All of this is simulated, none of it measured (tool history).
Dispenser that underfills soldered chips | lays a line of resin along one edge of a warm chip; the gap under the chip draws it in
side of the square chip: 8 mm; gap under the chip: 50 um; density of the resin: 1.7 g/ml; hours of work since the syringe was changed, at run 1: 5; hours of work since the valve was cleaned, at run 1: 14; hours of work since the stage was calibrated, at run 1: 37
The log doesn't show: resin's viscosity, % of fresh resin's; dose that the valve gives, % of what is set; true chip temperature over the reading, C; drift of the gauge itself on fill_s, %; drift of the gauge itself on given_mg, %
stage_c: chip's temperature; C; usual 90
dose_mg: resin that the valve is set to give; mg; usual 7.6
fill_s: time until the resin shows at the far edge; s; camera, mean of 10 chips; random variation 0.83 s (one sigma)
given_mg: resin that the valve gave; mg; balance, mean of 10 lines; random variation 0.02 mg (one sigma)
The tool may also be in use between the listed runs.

| run | hour | stage_c | dose_mg | hours of work since the syringe was changed | hours of work since the valve was cleaned | hours of work since the stage was calibrated | fill_s | given_mg |
|---|---|---|---|---|---|---|---|---|
| 1 | 0 | 90 | 7.6 | 5 | 14 | 37 | 120.4 | 7.52 |
| 2 | 3.1 | 90 | 7.6 | 8 | 16 | 39 | 141.5 | 7.56 |
| 3 | 6.2 | 90 | 7.6 | 10 | 19 | 41 | 168.6 | 7.54 |
| 4 | 8.5 | 101 | 7.6 | 11 | 20 | 43 | 135.4 | 7.54 |
|  | 9.2 | new syringe of resin |
| 5 | 13.5 | 101 | 7.6 | 3 | 24 | 46 | 68.3 | 7.55 |
| 6 | 16 | 95 | 7.6 | 5 | 25 | 48 | 94.8 | 7.55 |
| 7 | 19.1 | 95 | 7.6 | 7 | 28 | 50 | 114.4 | 7.51 |
| 8 | 23.8 | 95 | 7.6 | 10 | 31 | 54 | 152.6 | 7.47 |
|  | 26 | new syringe of resin |
| 9 | 26.7 | 90 | 6.82 | 1 | 33 | 55 | 81.2 | 6.71 |
| 10 | 29.5 | 90 | 7.6 | 2 | 35 | 57 | 96.1 | 7.48 |
| 11 | 32.8 | 90 | 7.6 | 5 | 37 | 60 | 115.5 | 7.46 |
| 12 | 37.7 | 96 | 7.6 | 8 | 41 | 63 | 125.7 | 7.46 |
| 13 | 40.2 | 90 | 7.6 | 10 | 42 | 65 | 176 | 7.46 |
|  | 42.9 | new syringe of resin |
| 14 | 43.2 | 90 | 7.6 | 0 | 44 | 67 | 77.7 | 7.43 |
| 15 | 48.3 | 78 | 7.9 | 4 | 48 | 71 | 158.6 | 7.74 |
| 16 | 50.9 | 76 | 7.9 | 6 | 50 | 72 | 199.1 | 7.7 |
| 17 | 54.3 | 98 | 7.6 | 8 | 52 | 75 | 113.2 | 7.4 |
| 18 | 57.7 | 98 | 7.6 | 11 | 55 | 77 | 140.7 | 7.35 |
|  | 59.7 | new syringe of resin |
| 19 | 60.7 | 98 | 7.6 | 1 | 57 | 79 | 60.2 | 7.37 |
| 20 | 63.1 | 101 | 9.2 | 2 | 58 | 81 | 60.8 | 8.92 |
|  | 65.3 | dispensing valve cleaned and set on the balance |
| 21 | 66.7 | 101 | 8.04 | 4 | 1 | 83 | 70.7 | 8.03 |
| 22 | 70.3 | 90 | 9.65 | 7 | 4 | 85 | 125 | 9.62 |
| 23 | 75.1 | 102 | 9.85 | 10 | 7 | 89 | 111 | 9.85 |
|  | 77.8 | new syringe of resin |
| 24 | 77.8 | 90 | 6.83 | 0 | 9 | 90 | 76.7 | 6.81 |
| 25 | 81.9 | 102 | 8.66 | 3 | 12 | 93 | 62.3 | 8.59 |
| 26 | 85.5 | 101 | 7.6 | 5 | 14 | 96 | 80.3 | 7.53 |
| 27 | 90.3 | 86 | 7.12 | 9 | 18 | 99 | 176.2 | 7.04 |

3 ways to go on from here, each from the tool as it stands after run 27. What would each give?
| A | 93.7 | 87 | 7.48 | 11 | 20 | 102 | ? | ? |
| B | 93.7 | 77 | 8.1 | 11 | 20 | 102 | ? | ? |
| C | 93.7 | 77 | 7.6 | 11 | 20 | 102 | ? | ? |

| run | fill_s | given_mg |
|---|---|---|
| A | 206 | 7.35 |
| B | 286.5 | 8.04 |
| C | 294.8 | 7.48 |
Without the tool's hidden state the same runs would have given:
| run | fill_s | given_mg |
|---|---|---|
| A | 86 | 7.44 |
| B | 119.9 | 8.14 |
| C | 123.4 | 7.57 |

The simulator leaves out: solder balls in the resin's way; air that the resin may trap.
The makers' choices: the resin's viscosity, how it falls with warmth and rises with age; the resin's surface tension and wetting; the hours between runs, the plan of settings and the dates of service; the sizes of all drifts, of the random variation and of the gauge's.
